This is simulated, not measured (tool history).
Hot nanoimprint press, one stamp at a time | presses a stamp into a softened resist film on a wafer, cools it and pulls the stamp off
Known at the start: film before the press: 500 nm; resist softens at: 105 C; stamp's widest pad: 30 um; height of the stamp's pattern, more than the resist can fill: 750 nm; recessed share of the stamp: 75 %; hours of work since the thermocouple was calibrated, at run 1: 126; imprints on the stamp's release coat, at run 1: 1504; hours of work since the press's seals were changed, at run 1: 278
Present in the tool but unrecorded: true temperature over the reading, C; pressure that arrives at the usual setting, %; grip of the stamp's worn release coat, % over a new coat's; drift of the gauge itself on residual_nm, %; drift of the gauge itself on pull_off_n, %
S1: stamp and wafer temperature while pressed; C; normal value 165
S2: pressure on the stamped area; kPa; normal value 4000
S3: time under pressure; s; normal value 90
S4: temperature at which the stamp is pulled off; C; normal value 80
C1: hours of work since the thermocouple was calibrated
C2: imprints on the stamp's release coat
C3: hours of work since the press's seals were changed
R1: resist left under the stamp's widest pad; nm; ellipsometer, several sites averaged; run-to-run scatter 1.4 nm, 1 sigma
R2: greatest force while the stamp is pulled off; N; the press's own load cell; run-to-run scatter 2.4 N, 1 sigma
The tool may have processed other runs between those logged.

run,hour,S1,S2,S3,S4,C1,C2,C3,R1,R2
1,0,165,4000,90,80,126,1504,278,241.4,141
2,9,165,4000,90,80,130,1522,282,241.3,145
3,20.9,165,4000,90,80,136,1545,288,244.5,145
# hour 29.3: stamp cleaned and given a new release coat
4,35.4,157,4000,90,80,141,12,292,359.4,107
5,51.4,157,4000,90,80,149,43,300,363.5,113
6,65.7,165,4000,90,80,156,71,307,241.8,118
7,73.8,159,4000,90,80,160,86,311,326.9,111
8,89.8,159,4000,90,80,168,117,319,327.4,113
9,98.8,159,4000,90,80,172,135,324,330.6,115
10,107.3,159,4000,90,80,176,151,328,328.9,113
11,115.5,159,4000,90,80,180,167,332,329.4,115
12,132.8,159,4000,90,80,189,201,341,331.8,110
13,147.6,159,4000,90,80,196,229,348,328.1,114
14,158.8,159,4000,90,80,202,251,354,330.4,114
15,175.3,159,4000,90,80,210,283,362,333.8,118
16,190.9,177,6100,65,69,218,313,370,116.3,122
17,204.9,177,6100,65,69,225,340,377,117.5,124
18,213.5,173,5390,46,81,229,357,381,181.8,113
19,221.7,175,4000,55,82,233,373,385,171.9,117
20,230.3,175,4000,55,82,238,389,389,171,117
# hour 235: plate thermocouple calibrated
21,245.4,175,4000,55,82,5,413,395,173.5,125
22,260.3,165,6050,107,80,13,442,403,199.1,123
23,276.5,171,5410,149,70,21,473,411,123.2,129
24,290.7,171,5410,149,70,28,500,418,122.7,131
25,300.7,171,5410,149,70,33,520,423,121.7,130
# hour 308.8: plate thermocouple calibrated, once more
26,313.3,171,5410,149,70,2,539,428,114.8,133
27,325.3,171,2440,149,73,8,562,434,165.7,128
28,340.2,171,2440,79,75,16,590,441,216.5,127
29,354.9,162,3480,63,87,23,619,448,326,121

Below, each run's measurement less what the same run would have read without the hidden state. Both values contain the same run-to-run variation, but the gauge's scatter may not be the same in both:
run,R1,R2
1,+7.6,+34
2,+7.7,+36
3,+8,+37
4,+8.6,+1
5,+9,+1
6,+8.6,+2
7,+9.6,+3
8,+9.8,+3
9,+10.1,+4
10,+10.2,+4
11,+10.4,+5
12,+10.8,+5
13,+10.9,+5
14,+11.2,+6
15,+11.6,+7
16,+5.8,+8
17,+6,+9
18,+8.9,+8
19,+8.1,+9
20,+8.2,+10
21,+9.8,+10
22,+13,+11
23,+8.3,+12
24,+8.3,+13
25,+8.5,+14
26,+1.5,+13
27,+1.4,+14
28,+1.9,+14
29,+2.8,+14
